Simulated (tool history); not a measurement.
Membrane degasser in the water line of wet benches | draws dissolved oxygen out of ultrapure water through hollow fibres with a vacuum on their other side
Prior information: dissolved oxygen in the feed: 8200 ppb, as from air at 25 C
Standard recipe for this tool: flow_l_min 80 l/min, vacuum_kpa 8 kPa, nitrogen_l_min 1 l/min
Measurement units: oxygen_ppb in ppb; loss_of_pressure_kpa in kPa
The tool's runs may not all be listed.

run,hour,flow_l_min,vacuum_kpa,nitrogen_l_min,oxygen_ppb,loss_of_pressure_kpa
1,0,80,8,1,625.8,58.24
2,20.8,80,8,2.32,343.6,58.01
3,61.7,80,8,2.32,340.7,58.7
4,100.7,80,8,2.32,342.6,57.99
5,148.9,80,8,1,627.9,58.33
# hour 151.6: vacuum gauge calibrated
6,177.5,80,8,1,632.5,57.77
7,203.3,80,16.96,0.86,1755.4,58.23
8,252.5,118,8.34,1.73,638.2,86.14
9,295.9,51,15.15,1.18,939,37.1
10,338.7,49,11.68,2.67,346.3,35.66
11,373.6,87,14.82,1.09,1390.6,63.44
# hour 396: vacuum gauge calibrated, once more
12,413.1,95,10.29,1.51,760.8,69.77

Pick out some run-to-run changes in oxygen_ppb. Of each, how much would a tool without hidden state show as well, from the settings, what came in and chance, and how much is left for the hidden state and any gauge scatter not in both results compared?
Hidden state present: membrane still open, %; true pressure behind the membrane over the reading, kPa; air that leaks in behind the membrane, l/min; drift of the gauge itself on oxygen_ppb, %; drift of the gauge itself on loss_of_pressure_kpa, %.
Run 6 -> 7: vacuum_kpa 8 -> 16.96, nitrogen_l_min 1 -> 0.86. oxygen_ppb +1122.9 ppb: hidden state -4.4, all else +1127.3.
Run 11 -> 12: flow_l_min 87 -> 95, vacuum_kpa 14.82 -> 10.29, nitrogen_l_min 1.09 -> 1.51, vacuum gauge calibrated, once more. oxygen_ppb -629.8 ppb: hidden state -18.2, all else -611.6.
